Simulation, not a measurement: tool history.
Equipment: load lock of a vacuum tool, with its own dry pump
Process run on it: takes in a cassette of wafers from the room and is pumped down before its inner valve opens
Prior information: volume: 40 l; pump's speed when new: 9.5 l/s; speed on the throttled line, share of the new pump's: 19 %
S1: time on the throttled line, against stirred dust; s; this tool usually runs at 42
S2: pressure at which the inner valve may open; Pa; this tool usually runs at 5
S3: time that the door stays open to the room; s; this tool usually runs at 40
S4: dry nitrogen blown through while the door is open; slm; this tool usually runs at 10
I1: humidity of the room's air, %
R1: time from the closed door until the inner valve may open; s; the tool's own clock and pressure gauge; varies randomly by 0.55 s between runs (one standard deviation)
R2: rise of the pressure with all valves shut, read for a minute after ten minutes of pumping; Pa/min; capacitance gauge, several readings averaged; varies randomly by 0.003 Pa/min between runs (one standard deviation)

run 1 hour=0.0 | S1=42 S2=5 S3=40 S4=10 | I1=46.0 | R1=76.8 R2=0.055
run 2 hour=345.7 | S1=42 S2=5 S3=40 S4=10 | I1=43.5 | R1=76.1 R2=0.049
run 3 hour=956.9 | S1=42 S2=5 S3=145 S4=10 | I1=43.4 | R1=75.7 R2=0.100
run 4 hour=1490.6 | S1=42 S2=5 S3=40 S4=10 | I1=46.9 | R1=75.4 R2=0.054
-- hour=1529.7 door's seal changed, seat wiped
run 5 hour=1904.8 | S1=42 S2=5 S3=40 S4=10 | I1=47.8 | R1=76.8 R2=0.054
run 6 hour=2286.0 | S1=42 S2=5 S3=40 S4=10 | I1=45.6 | R1=76.4 R2=0.049
run 7 hour=2798.2 | S1=42 S2=5 S3=40 S4=10 | I1=44.8 | R1=76.1 R2=0.047
run 8 hour=3156.2 | S1=42 S2=5 S3=40 S4=10 | I1=43.4 | R1=76.4 R2=0.046
run 9 hour=3426.8 | S1=42 S2=4 S3=40 S4=10 | I1=44.0 | R1=77.1 R2=0.044
run 10 hour=3769.6 | S1=42 S2=5 S3=54 S4=10 | I1=49.3 | R1=76.0 R2=0.067
run 11 hour=4098.6 | S1=42 S2=5 S3=54 S4=10 | I1=39.3 | R1=76.4 R2=0.054
run 12 hour=4475.5 | S1=42 S2=5 S3=54 S4=10 | I1=44.5 | R1=76.6 R2=0.056
run 13 hour=4918.3 | S1=35 S2=9 S3=25 S4=17 | I1=44.7 | R1=67.8 R2=0.034
run 14 hour=5262.2 | S1=42 S2=5 S3=57 S4=4 | I1=45.4 | R1=75.2 R2=0.073
run 15 hour=5751.9 | S1=42 S2=5 S3=57 S4=4 | I1=47.6 | R1=76.7 R2=0.077
run 16 hour=6050.5 | S1=42 S2=4 S3=57 S4=20 | I1=46.0 | R1=77.6 R2=0.056
run 17 hour=6505.1 | S1=30 S2=7 S3=31 S4=10 | I1=46.3 | R1=65.1 R2=0.045
run 18 hour=6908.1 | S1=42 S2=5 S3=133 S4=8 | I1=47.2 | R1=76.6 R2=0.108
run 19 hour=7385.6 | S1=42 S2=9 S3=30 S4=10 | I1=43.9 | R1=73.3 R2=0.040
run 20 hour=7844.2 | S1=25 S2=8 S3=110 S4=15 | I1=39.8 | R1=60.4 R2=0.071
run 21 hour=8296.1 | S1=49 S2=5 S3=87 S4=10 | I1=46.7 | R1=81.6 R2=0.088
run 22 hour=8794.2 | S1=56 S2=5 S3=99 S4=28 | I1=45.1 | R1=87.7 R2=0.064
run 23 hour=9388.8 | S1=56 S2=5 S3=99 S4=28 | I1=46.3 | R1=88.2 R2=0.064
run 24 hour=9861.2 | S1=56 S2=6 S3=99 S4=28 | I1=47.7 | R1=86.8 R2=0.066

Consider 3 possible next runs. They are alternatives, not a sequence: every one starts from the tool as it was left by run 24. What does each give?
run A hour=10296.1 | S1=26 S2=6 S3=220 S4=28 | I1=45.3 | R1=? R2=?
run B hour=10296.1 | S1=48 S2=6 S3=183 S4=8 | I1=44.0 | R1=? R2=?
run C hour=10296.1 | S1=56 S2=5 S3=99 S4=28 | I1=43.2 | R1=? R2=?

run=A R1=62.8 R2=0.092
run=B R1=81.3 R2=0.116
run=C R1=88.5 R2=0.058
Without the tool's hidden state the same runs would have given:
run=A R1=62.7 R2=0.091
run=B R1=81.3 R2=0.115
run=C R1=88.4 R2=0.057
